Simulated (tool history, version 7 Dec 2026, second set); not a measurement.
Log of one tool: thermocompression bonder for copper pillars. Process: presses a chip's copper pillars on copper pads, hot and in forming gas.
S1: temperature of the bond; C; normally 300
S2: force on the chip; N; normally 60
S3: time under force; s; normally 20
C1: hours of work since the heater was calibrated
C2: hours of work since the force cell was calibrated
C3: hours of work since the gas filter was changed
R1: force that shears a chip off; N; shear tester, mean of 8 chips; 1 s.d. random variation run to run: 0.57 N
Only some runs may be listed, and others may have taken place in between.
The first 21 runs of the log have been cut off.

Run 22, hour 240.0: usual settings but S2 49 N; C1 981; C2 382; C3 21. Result: R1 86.9 N.
Run 23, hour 252.7: usual settings but S2 39 N; C1 988; C2 389; C3 28. Result: R1 76.6 N.
Run 24, hour 263.1: usual settings but S1 279 C, S2 73 N, S3 11 s; C1 994; C2 395; C3 34. Result: R1 73.3 N.
At hour 265.5: force cell calibrated.
Run 25, hour 275.0: usual settings but S1 272 C, S2 46 N; C1 1000; C2 5; C3 40. Result: R1 62.8 N.
Run 26, hour 285.5: usual settings but S1 272 C, S2 46 N; C1 1006; C2 11; C3 46. Result: R1 64.0 N.
Run 27, hour 294.9: usual settings but S1 272 C, S2 46 N; C1 1011; C2 17; C3 51. Result: R1 63.3 N.
At hour 308.1: force cell calibrated, once more.
Run 28, hour 310.4: usual settings but S1 272 C, S2 46 N; C1 1019; C2 1; C3 59. Result: R1 62.4 N.
Run 29, hour 322.6: usual settings but S1 272 C, S2 46 N; C1 1026; C2 8; C3 66. Result: R1 61.6 N.
Run 30, hour 333.2: usual settings but S1 272 C, S2 78 N, S3 44 s; C1 1032; C2 14; C3 72. Result: R1 101.1 N.
Run 31, hour 340.9: usual settings but S1 272 C, S2 78 N, S3 44 s; C1 1036; C2 18; C3 76. Result: R1 101.7 N.
Run 32, hour 354.9: usual settings but S1 272 C, S2 78 N, S3 44 s; C1 1044; C2 26; C3 84. Result: R1 102.5 N.
Run 33, hour 368.3: usual settings but S1 297 C, S2 78 N, S3 24 s; C1 1052; C2 34; C3 92. Result: R1 107.9 N.
Run 34, hour 375.4: usual settings but S1 297 C, S2 78 N, S3 24 s; C1 1056; C2 38; C3 96. Result: R1 107.5 N.
Run 35, hour 382.6: usual settings but S1 299 C, S2 84 N, S3 24 s; C1 1060; C2 42; C3 100. Result: R1 110.3 N.
Run 36, hour 394.9: usual settings but S1 316 C, S2 84 N, S3 26 s; C1 1067; C2 49; C3 107. Result: R1 118.9 N.
Run 37, hour 409.1: usual settings but S1 294 C, S2 37 N, S3 18 s; C1 1075; C2 57; C3 115. Result: R1 66.9 N.
Run 38, hour 419.7: usual settings but S1 304 C, S2 79 N, S3 18 s; C1 1081; C2 63; C3 121. Result: R1 105.7 N.
Run 39, hour 433.3: usual settings but S3 17 s; C1 1088; C2 70; C3 128. Result: R1 90.5 N.
Run 40, hour 445.2: usual settings but S3 17 s; C1 1095; C2 77; C3 135. Result: R1 90.0 N.

Consider 4 possible next runs. They are alternatives, not a sequence: every one starts from the tool as it was left by run 40. What does each give?
Run A, hour 455.7: usual settings but S1 320 C, S2 83 N, S3 53 s; C1 1101; C2 83; C3 141. Result: R1 ?.
Run B, hour 455.7: usual settings but S2 73 N, S3 17 s; C1 1101; C2 83; C3 141. Result: R1 ?.
Run C, hour 455.7: usual settings but S2 79 N, S3 17 s; C1 1101; C2 83; C3 141. Result: R1 ?.
Run D, hour 455.7: usual settings but S1 280 C, S2 75 N, S3 22 s; C1 1101; C2 83; C3 141. Result: R1 ?.

run     R1
  A  125.9
  B   98.0
  C  101.0
  D   91.2
Without the tool's hidden state the same runs would have given:
run     R1
  A  127.9
  B   95.9
  C   99.0
  D   88.4
